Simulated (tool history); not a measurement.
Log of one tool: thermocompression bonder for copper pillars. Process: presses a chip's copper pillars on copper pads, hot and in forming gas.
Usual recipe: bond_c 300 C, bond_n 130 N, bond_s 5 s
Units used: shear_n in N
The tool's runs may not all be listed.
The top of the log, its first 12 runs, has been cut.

{"run": 13, "hour": 187.3, "bond_c": 300, "bond_n": 130, "bond_s": 5, "shear_n": 41.6}
{"run": 14, "hour": 204.1, "bond_c": 327, "bond_n": 130, "bond_s": 5, "shear_n": 50.7}
{"run": 15, "hour": 221.4, "bond_c": 327, "bond_n": 130, "bond_s": 5, "shear_n": 49.9}
{"run": 16, "hour": 238.2, "bond_c": 327, "bond_n": 130, "bond_s": 5, "shear_n": 51.0}
{"run": 17, "hour": 248.8, "bond_c": 318, "bond_n": 134, "bond_s": 5, "shear_n": 49.4}
{"run": 18, "hour": 262.3, "bond_c": 297, "bond_n": 134, "bond_s": 3, "shear_n": 34.0}
{"run": 19, "hour": 272.2, "bond_c": 297, "bond_n": 134, "bond_s": 3, "shear_n": 34.4}
{"run": 20, "hour": 281.9, "bond_c": 297, "bond_n": 134, "bond_s": 3, "shear_n": 34.1}
{"run": 21, "hour": 300.3, "bond_c": 273, "bond_n": 92, "bond_s": 12, "shear_n": 33.7}
{"run": 22, "hour": 315.2, "bond_c": 280, "bond_n": 130, "bond_s": 5, "shear_n": 34.8}
{"run": 23, "hour": 337.7, "bond_c": 273, "bond_n": 130, "bond_s": 5, "shear_n": 32.8}
{"run": 24, "hour": 352.3, "bond_c": 280, "bond_n": 130, "bond_s": 7, "shear_n": 40.1}
{"run": 25, "hour": 365.7, "bond_c": 307, "bond_n": 109, "bond_s": 5, "shear_n": 37.7}
{"run": 26, "hour": 379.5, "bond_c": 307, "bond_n": 165, "bond_s": 3, "shear_n": 44.5}
{"run": 27, "hour": 398.6, "bond_c": 307, "bond_n": 165, "bond_s": 3, "shear_n": 44.9}
{"run": 28, "hour": 415.2, "bond_c": 275, "bond_n": 109, "bond_s": 12, "shear_n": 39.9}
{"run": 29, "hour": 428.7, "bond_c": 273, "bond_n": 130, "bond_s": 12, "shear_n": 45.6}
{"run": 30, "hour": 442.9, "bond_c": 273, "bond_n": 130, "bond_s": 12, "shear_n": 45.7}

4 options for the next run, each taken on its own from the tool as it stands now. Forecast them:
{"run": "A", "hour": 463.2, "bond_c": 273, "bond_n": 130, "bond_s": 3, "shear_n": "?"}
{"run": "B", "hour": 463.2, "bond_c": 308, "bond_n": 130, "bond_s": 13, "shear_n": "?"}
{"run": "C", "hour": 463.2, "bond_c": 277, "bond_n": 130, "bond_s": 12, "shear_n": "?"}
{"run": "D", "hour": 463.2, "bond_c": 313, "bond_n": 108, "bond_s": 3, "shear_n": "?"}

run=A shear_n=26.5
run=B shear_n=60.6
run=C shear_n=47.2
run=D shear_n=32.3
What these runs would have given with no unlogged condition in the tool:
run=A shear_n=26.6
run=B shear_n=60.7
run=C shear_n=47.3
run=D shear_n=32.4
